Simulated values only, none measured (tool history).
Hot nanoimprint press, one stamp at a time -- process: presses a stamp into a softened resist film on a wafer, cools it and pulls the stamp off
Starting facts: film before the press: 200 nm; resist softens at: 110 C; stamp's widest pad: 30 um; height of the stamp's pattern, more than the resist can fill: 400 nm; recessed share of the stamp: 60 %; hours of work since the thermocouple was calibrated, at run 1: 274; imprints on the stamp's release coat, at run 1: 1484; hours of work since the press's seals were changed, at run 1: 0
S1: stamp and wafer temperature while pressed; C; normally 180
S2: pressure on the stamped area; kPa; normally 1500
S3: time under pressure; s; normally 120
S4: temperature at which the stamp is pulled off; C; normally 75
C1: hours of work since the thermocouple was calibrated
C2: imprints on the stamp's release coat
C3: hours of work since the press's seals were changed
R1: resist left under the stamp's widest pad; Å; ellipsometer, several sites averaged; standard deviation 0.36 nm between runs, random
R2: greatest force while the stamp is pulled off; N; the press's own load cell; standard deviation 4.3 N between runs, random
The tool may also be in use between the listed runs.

| run | hour | S1 | S2 | S3 | S4 | C1 | C2 | C3 | R1 | R2 |
|---|---|---|---|---|---|---|---|---|---|---|
| 1 | 0.0 | 180 | 1500 | 120 | 75 | 274 | 1484 | 0 | 719 | 217 |
| 2 | 52.4 | 180 | 1500 | 120 | 75 | 312 | 1688 | 38 | 721 | 207 |
|  | 60.4 | plate thermocouple calibrated |
| 3 | 110.8 | 180 | 1500 | 120 | 75 | 36 | 1902 | 77 | 717 | 208 |
| 4 | 162.3 | 180 | 1500 | 120 | 75 | 73 | 2102 | 114 | 715 | 211 |
| 5 | 206.2 | 180 | 1500 | 120 | 75 | 104 | 2272 | 146 | 718 | 213 |
|  | 240.3 | stamp cleaned and given a new release coat |
| 6 | 277.4 | 180 | 1500 | 120 | 75 | 151 | 144 | 192 | 719 | 212 |
| 7 | 350.9 | 180 | 1500 | 120 | 75 | 204 | 429 | 245 | 725 | 217 |
| 8 | 423.3 | 180 | 1500 | 120 | 75 | 256 | 709 | 297 | 712 | 207 |
| 9 | 493.9 | 180 | 1500 | 120 | 75 | 306 | 983 | 347 | 716 | 208 |
|  | 507.6 | plate thermocouple calibrated |
| 10 | 569.1 | 180 | 1500 | 120 | 75 | 44 | 1263 | 399 | 716 | 210 |
| 11 | 641.3 | 180 | 1270 | 120 | 75 | 96 | 1543 | 451 | 784 | 215 |
| 12 | 692.5 | 180 | 1270 | 120 | 75 | 132 | 1742 | 488 | 787 | 213 |
| 13 | 736.0 | 180 | 1270 | 120 | 75 | 164 | 1910 | 519 | 787 | 212 |
| 14 | 817.9 | 180 | 1270 | 120 | 75 | 222 | 2228 | 577 | 786 | 210 |
|  | 862.5 | stamp cleaned and given a new release coat |
| 15 | 867.5 | 180 | 1270 | 120 | 75 | 254 | 19 | 609 | 793 | 215 |
| 16 | 947.1 | 180 | 1810 | 120 | 76 | 311 | 328 | 666 | 638 | 209 |
|  | 958.0 | plate thermocouple calibrated |
| 17 | 1000.4 | 180 | 1810 | 120 | 76 | 30 | 522 | 702 | 641 | 209 |
| 18 | 1071.7 | 174 | 1130 | 138 | 75 | 81 | 799 | 753 | 993 | 203 |
| 19 | 1118.5 | 180 | 1500 | 78 | 62 | 115 | 980 | 786 | 825 | 291 |
| 20 | 1189.1 | 180 | 1500 | 78 | 62 | 166 | 1254 | 837 | 828 | 292 |
| 21 | 1238.0 | 180 | 1500 | 78 | 62 | 201 | 1444 | 872 | 827 | 292 |
| 22 | 1304.6 | 180 | 1500 | 78 | 62 | 248 | 1702 | 920 | 821 | 280 |
| 23 | 1355.3 | 187 | 2330 | 151 | 75 | 285 | 1899 | 956 | 389 | 209 |
| 24 | 1390.2 | 187 | 2330 | 151 | 75 | 310 | 2034 | 981 | 382 | 212 |
|  | 1400.8 | plate thermocouple calibrated |
| 25 | 1459.5 | 180 | 1500 | 140 | 75 | 42 | 2291 | 1028 | 671 | 209 |
|  | 1489.4 | stamp cleaned and given a new release coat |
| 26 | 1538.2 | 180 | 1500 | 120 | 68 | 94 | 189 | 1080 | 708 | 247 |
| 27 | 1624.5 | 185 | 1450 | 120 | 75 | 156 | 523 | 1142 | 608 | 209 |
| 28 | 1671.1 | 185 | 1450 | 120 | 75 | 189 | 704 | 1176 | 605 | 219 |
| 29 | 1727.3 | 185 | 1450 | 120 | 75 | 230 | 922 | 1216 | 602 | 209 |

Branching from run 29: 4 alternative next runs. What would each branch give?
| A | 1778.1 | 177 | 1450 | 120 | 75 | 266 | 1119 | 1252 | ? | ? |
| B | 1778.1 | 168 | 1500 | 120 | 75 | 266 | 1119 | 1252 | ? | ? |
| C | 1778.1 | 180 | 1500 | 97 | 75 | 266 | 1119 | 1252 | ? | ? |
| D | 1778.1 | 185 | 1450 | 108 | 75 | 266 | 1119 | 1252 | ? | ? |

| run | R1 | R2 |
|---|---|---|
| A | 801 | 219 |
| B | 1105 | 207 |
| C | 753 | 218 |
| D | 619 | 214 |
Had the tool no hidden state, the same runs would have come out as:
| run | R1 | R2 |
|---|---|---|
| A | 818 | 218 |
| B | 1128 | 206 |
| C | 768 | 217 |
| D | 632 | 213 |
